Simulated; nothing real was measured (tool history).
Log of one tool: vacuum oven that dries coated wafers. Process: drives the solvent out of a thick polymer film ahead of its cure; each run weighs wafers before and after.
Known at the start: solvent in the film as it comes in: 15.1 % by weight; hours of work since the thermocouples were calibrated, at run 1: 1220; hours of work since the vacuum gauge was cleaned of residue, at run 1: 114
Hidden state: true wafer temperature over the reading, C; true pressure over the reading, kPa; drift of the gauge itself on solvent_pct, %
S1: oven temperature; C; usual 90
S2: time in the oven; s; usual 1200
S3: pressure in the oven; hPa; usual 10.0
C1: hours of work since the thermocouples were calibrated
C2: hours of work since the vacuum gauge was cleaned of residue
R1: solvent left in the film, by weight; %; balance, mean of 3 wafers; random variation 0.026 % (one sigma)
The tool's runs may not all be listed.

run     day   S1    S2    S3    C1   C2    R1
  1   0.000   90  1200  10.0  1220  114  0.80
  2   1.033   90   600  10.0  1234  128  2.67
  3   1.996   90  1200  10.0  1248  141  0.77
  4   2.733   90  1200  10.0  1258  152  0.80
  5   3.725   90  1200  10.0  1272  165  0.79
  6   4.867   90  1200  10.0  1287  181  0.81
  7   5.588   90  1200  10.0  1297  191  0.79
  8   7.175   90  1200  10.0  1319  213  0.83
  9   8.600   81  1200  10.0  1339  233  2.41
 10   9.329   81   600  10.0  1349  243  5.24
 11  10.721   90   840  10.0  1368  262  1.53
 12  11.571   84  1200  10.0  1380  274  1.71
 13  12.350   84  1200  10.0  1391  285  1.70
 14  13.742   84  1200  10.0  1410  304  1.66
 15  14.821   83  1200  10.0  1425  319  1.93
 16  16.417   83  1200  10.0  1447  341  1.94
 17  17.817   83  1200  10.0  1466  360  1.88
 18  19.408   83  1200  10.0  1488  382  1.92
 19  20.225   83  1200  10.0  1500  393  1.90
 20  21.550   83  1200  10.0  1518  412  1.88
 21  22.492   83  1200  10.0  1531  425  1.84
 22  23.242   90  2160  10.0  1541  435  0.34
 23  24.358   90  2160  10.0  1557  450  0.41
 24  25.058   81  1200  10.0  1566  460  2.32
 25  26.171   81  1200  10.0  1582  476  2.31
 26  26.933   96  1200  12.3  1592  486  0.42
 27  28.567   90   960  21.6  1615  509  1.50
     29.988  -- oven's thermocouples calibrated
 28  30.300   78   900  20.6     4  531  4.50
 29  31.208   78   900  20.6    17  544  4.46
 30  32.696   90   900  17.5    37  564  1.38
 31  34.179   90   900  17.5    58  585  1.42
 32  34.958  101   900   5.0    69  596  0.14
 33  35.996  101   900   5.0    83  610  0.17
     36.708  -- oven's thermocouples calibrated, once more
 34  37.267   83  1140  10.0     8  626  2.72
 35  38.700   93  1200  11.6    28  646  0.79
 36  40.167  100  1200   6.9    48  667  0.28
 37  41.846   81  1440  19.4    71  690  2.94
 38  43.312   94  1680  17.1    91  710  0.69
 39  44.454   90  1200   5.9   107  726  0.91
 40  45.675   90  1200   9.7   124  743  1.13
 41  46.683   90  1200   9.7   138  757  1.09
 42  48.121   90  1200   9.7   158  776  1.08
 43  48.921   83   600  14.1   169  787  5.53
 44  49.838   83   600  14.1   181  800  5.46
 45  51.071   83   600  14.1   198  817  5.49
 46  52.700   90   600  10.0   221  840  3.15

5 ways to go on from here, each from the tool as it stands after run 46. What would each give?
  A  53.904  84  1200  10.0  238  856   ?
  B  53.904  90  1140   7.7  238  856   ?
  C  53.904  82  1200  35.1  238  856   ?
  D  53.904  90  1020  10.0  238  856   ?
  E  53.904  90  1140  10.0  238  856   ?

run    R1
  A  2.23
  B  1.09
  C  3.96
  D  1.38
  E  1.14
Without the tool's hidden state the same runs would have given:
run    R1
  A  2.20
  B  1.05
  C  3.92
  D  1.35
  E  1.10
